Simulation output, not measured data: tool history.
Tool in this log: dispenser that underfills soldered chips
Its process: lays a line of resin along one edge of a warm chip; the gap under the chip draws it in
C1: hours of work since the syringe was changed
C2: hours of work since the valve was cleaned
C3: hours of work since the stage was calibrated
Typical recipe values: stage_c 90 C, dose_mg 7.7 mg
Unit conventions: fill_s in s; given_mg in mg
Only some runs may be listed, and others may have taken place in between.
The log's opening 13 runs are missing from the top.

run 14 day=2.129 | stage_c=105 dose_mg=8.42 | C1=8 C2=59 C3=167 | fill_s=53 given_mg=8.19
-- day=2.333 new syringe of resin
run 15 day=2.367 | stage_c=90 dose_mg=7.7 | C1=1 C2=64 C3=172 | fill_s=46.4 given_mg=7.48
run 16 day=2.479 | stage_c=90 dose_mg=7.7 | C1=3 C2=66 C3=174 | fill_s=54.8 given_mg=7.45
run 17 day=2.646 | stage_c=84 dose_mg=7.7 | C1=6 C2=69 C3=177 | fill_s=81 given_mg=7.48
run 18 day=2.862 | stage_c=90 dose_mg=7.7 | C1=10 C2=73 C3=181 | fill_s=93.5 given_mg=7.43
-- day=2.971 new syringe of resin
run 19 day=3.067 | stage_c=90 dose_mg=7.7 | C1=2 C2=76 C3=184 | fill_s=52 given_mg=7.43
run 20 day=3.3 | stage_c=88 dose_mg=9.87 | C1=6 C2=80 C3=188 | fill_s=73 given_mg=9.48
-- day=3.496 dispensing valve cleaned and set on the balance
run 21 day=3.533 | stage_c=88 dose_mg=9.87 | C1=10 C2=1 C3=192 | fill_s=94.3 given_mg=9.9
-- day=3.642 new syringe of resin
run 22 day=3.658 | stage_c=93 dose_mg=7.86 | C1=0 C2=3 C3=194 | fill_s=41.3 given_mg=7.83
run 23 day=3.808 | stage_c=93 dose_mg=8.06 | C1=3 C2=6 C3=197 | fill_s=50.6 given_mg=8
run 24 day=3.946 | stage_c=93 dose_mg=8.06 | C1=6 C2=8 C3=199 | fill_s=62 given_mg=8
run 25 day=4.062 | stage_c=81 dose_mg=6.67 | C1=8 C2=10 C3=201 | fill_s=107.5 given_mg=6.61
run 26 day=4.246 | stage_c=86 dose_mg=7.02 | C1=11 C2=14 C3=205 | fill_s=116.7 given_mg=6.96
-- day=4.279 new syringe of resin
run 27 day=4.438 | stage_c=76 dose_mg=9.53 | C1=3 C2=17 C3=208 | fill_s=80.3 given_mg=9.41
run 28 day=4.654 | stage_c=77 dose_mg=7.23 | C1=7 C2=21 C3=212 | fill_s=111.7 given_mg=7.14
run 29 day=4.754 | stage_c=104 dose_mg=9.66 | C1=9 C2=23 C3=214 | fill_s=57 given_mg=9.56
run 30 day=4.867 | stage_c=77 dose_mg=6.74 | C1=11 C2=25 C3=216 | fill_s=152.2 given_mg=6.63
-- day=4.908 new syringe of resin
run 31 day=5.117 | stage_c=77 dose_mg=6.74 | C1=4 C2=29 C3=220 | fill_s=89.8 given_mg=6.63
run 32 day=5.308 | stage_c=101 dose_mg=6.87 | C1=7 C2=33 C3=224 | fill_s=58.4 given_mg=6.72
run 33 day=5.425 | stage_c=77 dose_mg=7.27 | C1=9 C2=35 C3=226 | fill_s=132.8 given_mg=7.11
-- day=5.554 new syringe of resin
run 34 day=5.6 | stage_c=90 dose_mg=7.12 | C1=1 C2=38 C3=229 | fill_s=49.2 given_mg=6.93
run 35 day=5.838 | stage_c=90 dose_mg=8.16 | C1=5 C2=42 C3=233 | fill_s=66.4 given_mg=7.87
run 36 day=6.025 | stage_c=82 dose_mg=7.7 | C1=9 C2=46 C3=237 | fill_s=108.8 given_mg=7.49
-- day=6.204 new syringe of resin
run 37 day=6.267 | stage_c=93 dose_mg=7.7 | C1=1 C2=50 C3=241 | fill_s=44.2 given_mg=7.49

Each row is a separate what-if for the run after 37, all from the same tool condition, not one after another. Results?
run A day=6.371 | stage_c=79 dose_mg=8.09 | C1=3 C2=52 C3=243 | fill_s=? given_mg=?
run B day=6.371 | stage_c=93 dose_mg=6.8 | C1=3 C2=52 C3=243 | fill_s=? given_mg=?
run C day=6.371 | stage_c=90 dose_mg=7.58 | C1=3 C2=52 C3=243 | fill_s=? given_mg=?

run=A fill_s=77 given_mg=7.82
run=B fill_s=54 given_mg=6.59
run=C fill_s=56.5 given_mg=7.31
Take away the tool's hidden state, keep each run's random variation, and the runs would have read:
run=A fill_s=61.1 given_mg=8.05
run=B fill_s=42.6 given_mg=6.79
run=C fill_s=44.6 given_mg=7.53
